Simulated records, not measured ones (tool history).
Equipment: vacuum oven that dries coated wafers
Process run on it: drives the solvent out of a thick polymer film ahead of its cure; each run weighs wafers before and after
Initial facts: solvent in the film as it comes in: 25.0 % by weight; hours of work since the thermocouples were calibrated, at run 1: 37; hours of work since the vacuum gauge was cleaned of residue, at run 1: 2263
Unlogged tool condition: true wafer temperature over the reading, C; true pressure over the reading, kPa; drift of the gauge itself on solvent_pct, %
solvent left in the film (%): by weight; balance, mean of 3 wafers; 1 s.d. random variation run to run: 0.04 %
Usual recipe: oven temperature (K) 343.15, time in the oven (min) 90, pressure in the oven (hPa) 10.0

| run | hour | oven temperature (K) | time in the oven (min) | pressure in the oven (hPa) | hours of work since the thermocouples were calibrated | hours of work since the vacuum gauge was cleaned of residue | solvent left in the film (%) |
|---|---|---|---|---|---|---|---|
| 1 | 0.0 | 343.15 | 90 | 10.0 | 37 | 2263 | 2.01 |
| 2 | 86.7 | 343.15 | 90 | 10.0 | 85 | 2311 | 2.14 |
| 3 | 216.1 | 343.15 | 90 | 14.5 | 157 | 2382 | 2.54 |
| 4 | 315.2 | 343.15 | 90 | 14.5 | 211 | 2437 | 2.52 |
| 5 | 377.1 | 343.15 | 90 | 14.5 | 245 | 2471 | 2.45 |
| 6 | 437.9 | 343.15 | 90 | 14.5 | 279 | 2505 | 2.50 |
| 7 | 491.4 | 343.15 | 90 | 14.5 | 308 | 2534 | 2.55 |
| 8 | 557.4 | 343.15 | 90 | 14.5 | 345 | 2571 | 2.50 |
|  | 635.9 | vacuum gauge cleaned of residue and calibrated |
| 9 | 660.5 | 343.15 | 80 | 10.0 | 401 | 14 | 2.35 |
| 10 | 787.1 | 343.15 | 80 | 10.0 | 471 | 83 | 2.35 |
| 11 | 881.0 | 343.15 | 80 | 10.0 | 522 | 135 | 2.36 |
| 12 | 991.6 | 343.15 | 80 | 10.0 | 583 | 196 | 2.40 |
| 13 | 1073.9 | 343.15 | 66 | 10.0 | 629 | 241 | 3.17 |
|  | 1086.9 | oven's thermocouples calibrated |
| 14 | 1200.5 | 343.15 | 66 | 10.0 | 63 | 310 | 2.85 |
| 15 | 1326.8 | 352.15 | 66 | 10.0 | 132 | 380 | 1.34 |
| 16 | 1382.1 | 352.15 | 66 | 5.9 | 163 | 410 | 1.11 |
| 17 | 1495.3 | 343.15 | 90 | 10.0 | 225 | 473 | 1.75 |
| 18 | 1595.9 | 343.15 | 90 | 10.0 | 281 | 528 | 1.75 |
| 19 | 1673.2 | 343.15 | 90 | 10.0 | 323 | 571 | 1.77 |
| 20 | 1746.4 | 343.15 | 78 | 10.0 | 364 | 611 | 2.31 |
| 21 | 1809.3 | 343.15 | 78 | 10.0 | 398 | 646 | 2.36 |
| 22 | 1875.3 | 343.15 | 78 | 10.0 | 435 | 682 | 2.36 |
| 23 | 1931.2 | 330.15 | 78 | 5.1 | 466 | 713 | 5.36 |
| 24 | 2050.9 | 337.15 | 56 | 10.0 | 531 | 779 | 5.80 |
| 25 | 2165.4 | 347.15 | 100 | 37.2 | 595 | 842 | 3.16 |
|  | 2242.1 | oven's thermocouples calibrated |
| 26 | 2290.1 | 356.15 | 61 | 6.5 | 26 | 910 | 0.92 |
| 27 | 2387.0 | 356.15 | 61 | 6.5 | 80 | 963 | 0.91 |
| 28 | 2498.1 | 356.15 | 72 | 12.2 | 141 | 1024 | 0.96 |
| 29 | 2621.8 | 329.15 | 124 | 10.0 | 209 | 1093 | 3.67 |
| 30 | 2689.3 | 329.15 | 124 | 10.0 | 247 | 1130 | 3.87 |
| 31 | 2809.0 | 343.15 | 91 | 7.6 | 313 | 1196 | 1.75 |
| 32 | 2928.3 | 343.15 | 91 | 7.6 | 378 | 1262 | 1.74 |
| 33 | 3037.5 | 340.15 | 73 | 7.6 | 439 | 1322 | 3.26 |
| 34 | 3109.5 | 340.15 | 73 | 7.6 | 478 | 1362 | 3.22 |
| 35 | 3199.6 | 345.15 | 121 | 16.4 | 528 | 1411 | 1.73 |
| 36 | 3328.4 | 345.15 | 121 | 16.4 | 599 | 1482 | 1.74 |
| 37 | 3387.4 | 356.15 | 78 | 7.3 | 631 | 1515 | 0.70 |
|  | 3401.8 | oven's thermocouples calibrated |
| 38 | 3457.5 | 339.15 | 79 | 10.2 | 31 | 1552 | 2.98 |
| 39 | 3514.6 | 351.15 | 124 | 27.1 | 62 | 1584 | 1.86 |
| 40 | 3600.3 | 351.15 | 124 | 27.1 | 109 | 1631 | 1.78 |
| 41 | 3671.8 | 337.15 | 105 | 20.1 | 149 | 1670 | 3.55 |
| 42 | 3782.7 | 328.15 | 48 | 14.2 | 210 | 1732 | 10.31 |
| 43 | 3871.7 | 338.15 | 90 | 10.0 | 259 | 1781 | 2.78 |
| 44 | 3991.8 | 338.15 | 90 | 10.0 | 325 | 1847 | 2.79 |

Consider 4 possible next runs. They are alternatives, not a sequence: every one starts from the tool as it was left by run 44. What does each give?
| A | 4077.3 | 343.15 | 90 | 15.9 | 372 | 1894 | ? |
| B | 4077.3 | 357.15 | 139 | 5.3 | 372 | 1894 | ? |
| C | 4077.3 | 338.15 | 46 | 10.0 | 372 | 1894 | ? |
| D | 4077.3 | 354.15 | 50 | 10.0 | 372 | 1894 | ? |

| run | solvent left in the film (%) |
|---|---|
| A | 2.45 |
| B | 0.34 |
| C | 6.56 |
| D | 1.90 |
What these runs would have given with no unlogged condition in the tool:
| run | solvent left in the film (%) |
|---|---|
| A | 2.20 |
| B | 0.22 |
| C | 6.25 |
| D | 1.72 |
